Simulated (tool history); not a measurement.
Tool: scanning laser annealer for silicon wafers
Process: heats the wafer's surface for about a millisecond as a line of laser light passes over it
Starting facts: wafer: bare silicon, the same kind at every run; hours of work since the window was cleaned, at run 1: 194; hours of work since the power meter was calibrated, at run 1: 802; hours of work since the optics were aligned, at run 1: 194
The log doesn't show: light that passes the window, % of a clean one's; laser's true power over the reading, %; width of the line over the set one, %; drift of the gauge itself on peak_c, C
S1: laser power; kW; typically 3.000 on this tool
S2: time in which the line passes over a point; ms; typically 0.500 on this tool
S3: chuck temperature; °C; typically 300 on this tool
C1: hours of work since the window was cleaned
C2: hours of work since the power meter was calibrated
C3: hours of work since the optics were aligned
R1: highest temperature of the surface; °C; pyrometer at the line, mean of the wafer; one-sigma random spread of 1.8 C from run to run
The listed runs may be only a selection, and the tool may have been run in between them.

run   hour     S1     S2   S3   C1    C2   C3    R1
  1    0.0  3.000  0.500  300  194   802  194  1033
  2   59.3  3.000  0.500  300  235   843  235  1024
  3  101.1  3.000  0.500  300  264   873  264  1027
  4  142.7  3.000  0.500  300  294   902  294  1026
  5  186.8  3.000  0.441  300  325   933  325   986
     250.0  -- window over the wafer cleaned
  6  258.3  2.930  0.441  300    6   981  373   987
  7  300.8  2.930  0.441  313   36  1011  403   998
  8  347.6  3.035  0.370  305   68  1044  436   959
  9  410.5  2.930  0.500  276  113  1088  480   993
 10  499.4  2.930  0.500  276  175  1151  543   985
 11  573.2  3.000  0.421  271  227  1202  594   944

Hidden state or all else? Some run-to-run changes of R1, split into what the settings, what came in and random variation would give without the hidden state, and what is left for the hidden state (with any gauge scatter that isn't in both results):
Run 5 -> 6: S1 3.000 -> 2.930, window over the wafer cleaned. R1 +1 °C: hidden state +18, all else -17.
Run 10 -> 11: S1 2.930 -> 3.000, S2 0.500 -> 0.421, S3 276 -> 271. R1 -41 °C: hidden state -3, all else -38.
